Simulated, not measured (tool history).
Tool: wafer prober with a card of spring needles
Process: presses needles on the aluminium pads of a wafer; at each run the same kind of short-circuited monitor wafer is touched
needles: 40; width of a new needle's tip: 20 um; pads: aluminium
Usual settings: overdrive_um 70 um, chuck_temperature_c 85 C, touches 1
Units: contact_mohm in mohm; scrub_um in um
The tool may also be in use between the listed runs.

| run | hour | overdrive_um | chuck_temperature_c | touches | contact_mohm | scrub_um |
|---|---|---|---|---|---|---|
| 1 | 0.0 | 70 | 85 | 1 | 237 | 15.45 |
|  | 10.1 | tips cleaned on abrasive film |
|  | 18.2 | tips cleaned on abrasive film |
|  | 28.3 | tips cleaned on abrasive film |
| 2 | 30.5 | 70 | 85 | 1 | 273 | 15.38 |
|  | 36.6 | tips cleaned on abrasive film |
|  | 46.7 | tips cleaned on abrasive film |
|  | 56.8 | tips cleaned on abrasive film |
|  | 66.9 | tips cleaned on abrasive film |
|  | 77.0 | tips cleaned on abrasive film |
|  | 87.1 | tips cleaned on abrasive film |
| 3 | 92.2 | 55 | 85 | 1 | 353 | 11.86 |
|  | 96.3 | tips cleaned on abrasive film |
|  | 104.4 | tips cleaned on abrasive film |
|  | 104.7 | height of the first contact set anew |
|  | 112.8 | tips cleaned on abrasive film |
|  | 122.9 | tips cleaned on abrasive film |
|  | 133.0 | tips cleaned on abrasive film |
| 4 | 137.3 | 55 | 85 | 1 | 340 | 12.23 |
|  | 141.4 | tips cleaned on abrasive film |
|  | 149.5 | tips cleaned on abrasive film |
|  | 157.6 | tips cleaned on abrasive film |
|  | 165.7 | tips cleaned on abrasive film |
|  | 173.8 | tips cleaned on abrasive film |
|  | 183.9 | tips cleaned on abrasive film |
| 5 | 191.2 | 55 | 85 | 1 | 382 | 12.09 |
|  | 193.3 | tips cleaned on abrasive film |
|  | 201.4 | tips cleaned on abrasive film |
|  | 209.5 | tips cleaned on abrasive film |
|  | 217.6 | tips cleaned on abrasive film |
| 6 | 222.0 | 70 | 85 | 1 | 309 | 15.42 |
|  | 226.1 | tips cleaned on abrasive film |
|  | 234.2 | tips cleaned on abrasive film |
|  | 244.3 | tips cleaned on abrasive film |
|  | 254.4 | tips cleaned on abrasive film |
|  | 262.5 | tips cleaned on abrasive film |
| 7 | 266.9 | 70 | 85 | 1 | 302 | 15.29 |
|  | 271.0 | tips cleaned on abrasive film |
|  | 279.0 | tips cleaned on abrasive film |
|  | 287.1 | tips cleaned on abrasive film |
|  | 295.2 | tips cleaned on abrasive film |
|  | 305.3 | tips cleaned on abrasive film |
|  | 305.6 | height of the first contact set anew |
|  | 314.9 | tips cleaned on abrasive film |
| 8 | 314.9 | 70 | 85 | 1 | 241 | 15.55 |
|  | 323.0 | tips cleaned on abrasive film |
|  | 331.1 | tips cleaned on abrasive film |
|  | 341.2 | tips cleaned on abrasive film |
|  | 349.3 | tips cleaned on abrasive film |
| 9 | 356.4 | 70 | 85 | 1 | 324 | 15.48 |
|  | 358.5 | tips cleaned on abrasive film |
|  | 368.6 | tips cleaned on abrasive film |
|  | 376.7 | tips cleaned on abrasive film |
|  | 384.8 | tips cleaned on abrasive film |
| 10 | 385.9 | 70 | 85 | 1 | 261 | 15.43 |
|  | 394.0 | tips cleaned on abrasive film |
|  | 402.1 | tips cleaned on abrasive film |
|  | 410.2 | tips cleaned on abrasive film |
|  | 420.3 | tips cleaned on abrasive film |
|  | 428.4 | tips cleaned on abrasive film |
|  | 438.1 | tips cleaned on abrasive film |
| 11 | 438.1 | 70 | 85 | 2 | 247 | 15.33 |
|  | 446.2 | tips cleaned on abrasive film |
|  | 456.3 | tips cleaned on abrasive film |
|  | 464.4 | tips cleaned on abrasive film |
|  | 474.5 | tips cleaned on abrasive film |
|  | 482.6 | tips cleaned on abrasive film |
| 12 | 485.9 | 70 | 85 | 2 | 279 | 15.30 |
|  | 492.0 | tips cleaned on abrasive film |
|  | 500.1 | tips cleaned on abrasive film |
|  | 506.4 | height of the first contact set anew |
|  | 510.5 | tips cleaned on abrasive film |
|  | 520.6 | tips cleaned on abrasive film |
| 13 | 522.0 | 73 | 85 | 2 | 255 | 16.20 |
|  | 530.1 | tips cleaned on abrasive film |
|  | 538.2 | tips cleaned on abrasive film |
|  | 548.3 | tips cleaned on abrasive film |
|  | 556.3 | tips cleaned on abrasive film |
|  | 566.4 | tips cleaned on abrasive film |
|  | 576.5 | tips cleaned on abrasive film |
| 14 | 580.9 | 73 | 85 | 2 | 274 | 16.17 |

Forecast run 15:
|  | 585.0 | tips cleaned on abrasive film |
|  | 593.1 | tips cleaned on abrasive film |
|  | 601.2 | tips cleaned on abrasive film |
|  | 609.3 | tips cleaned on abrasive film |
|  | 619.4 | tips cleaned on abrasive film |
| 15 | 622.6 | 73 | 85 | 2 | ? | ? |

{"run 15": {"contact_mohm": 275, "scrub_um": 16.13}}
Without the tool's hidden state the same run would have given contact_mohm 235 mohm, scrub_um 16.37 um.

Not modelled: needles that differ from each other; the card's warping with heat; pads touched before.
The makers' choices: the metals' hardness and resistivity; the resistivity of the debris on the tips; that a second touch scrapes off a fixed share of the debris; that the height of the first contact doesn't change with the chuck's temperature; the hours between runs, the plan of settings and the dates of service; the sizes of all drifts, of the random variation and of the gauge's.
